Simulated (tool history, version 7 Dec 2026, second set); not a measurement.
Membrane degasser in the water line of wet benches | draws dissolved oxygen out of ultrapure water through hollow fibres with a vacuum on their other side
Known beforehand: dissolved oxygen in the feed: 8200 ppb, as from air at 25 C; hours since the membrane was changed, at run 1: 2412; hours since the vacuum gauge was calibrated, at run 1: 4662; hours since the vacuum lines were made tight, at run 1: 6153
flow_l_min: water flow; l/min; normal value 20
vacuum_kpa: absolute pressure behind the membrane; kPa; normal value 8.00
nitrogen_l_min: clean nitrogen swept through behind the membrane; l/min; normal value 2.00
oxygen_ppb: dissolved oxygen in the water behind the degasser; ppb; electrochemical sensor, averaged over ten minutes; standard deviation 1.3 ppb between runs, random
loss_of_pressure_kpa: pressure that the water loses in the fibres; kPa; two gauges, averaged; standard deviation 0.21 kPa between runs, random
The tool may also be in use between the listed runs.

run      day  flow_l_min  vacuum_kpa  nitrogen_l_min  hours since the membrane was changed  hours since the vacuum gauge was calibrated  hours since the vacuum lines were made tight  oxygen_ppb  loss_of_pressure_kpa
  1    0.000          20        8.00            2.00                                  2412                                         4662                                          6153       131.1                 51.74
  2    8.121          20        8.00            2.00                                  2607                                         4857                                          6348       132.5                 52.26
  3   14.246          20        8.00            2.00                                  2754                                         5004                                          6495       133.5                 51.79
  4   17.942          20        8.00            2.00                                  2842                                         5093                                          6583       131.5                 52.06
  5   25.083          20        8.00            2.00                                  3014                                         5264                                          6755       130.6                 52.52
      27.779  -- seals of the vacuum lines changed
  6   31.408          20        8.00            2.00                                  3164                                         5414                                            87       130.9                 52.44
  7   35.608          20        8.00            2.00                                  3265                                         5515                                           188       131.0                 52.49
  8   40.208          20        8.00            2.00                                  3375                                         5625                                           298       131.2                 52.64
  9   46.321          16        8.00            2.00                                  3522                                         5772                                           445       101.1                 41.96
 10   52.846          16        8.00            2.00                                  3678                                         5929                                           602       100.8                 42.08
 11   57.962          20        8.00            2.00                                  3801                                         6051                                           724       132.1                 52.55
 12   61.771          20        8.00            2.00                                  3892                                         6143                                           816       130.6                 53.26
 13   70.279          20        8.00            2.00                                  4097                                         6347                                          1020       132.6                 53.09
 14   75.429          20        8.00            2.00                                  4220                                         6471                                          1144       134.4                 53.19
 15   82.025          20        8.00            5.86                                  4378                                         6629                                          1302        57.9                 53.38
 16   87.029          20        8.00            5.86                                  4499                                         6749                                          1422        58.5                 53.61
 17   92.742          20        5.20            5.71                                  4636                                         6886                                          1559        36.4                 53.49
 18   97.654          20       15.22            4.72                                  4754                                         7004                                          1677       142.0                 53.11
 19  103.317          13       15.22            4.72                                  4889                                         7140                                          1813        87.1                 34.82
 20  108.738          20        8.00            2.73                                  5020                                         7270                                          1943       104.5                 53.87
 21  114.038          18        8.00            5.67                                  5147                                         7397                                          2070        51.2                 48.43
 22  121.312          18        8.00            0.97                                  5321                                         7572                                          2245       219.1                 48.64
 23  129.875          24       13.24            2.64                                  5527                                         7777                                          2450       247.0                 65.42
 24  137.379          24       13.24            1.23                                  5707                                         7957                                          2630       451.5                 65.20

Estimate the outcome of run 25 from the log above:
 25  144.079          21        6.85            2.83                                  5868                                         8118                                          2791           ?                     ?

{"run 25": {"oxygen_ppb": 91.6, "loss_of_pressure_kpa": 56.77}}
With no hidden state in the tool, this same run would have given oxygen_ppb 78.4 ppb, loss_of_pressure_kpa 52.56 kPa.
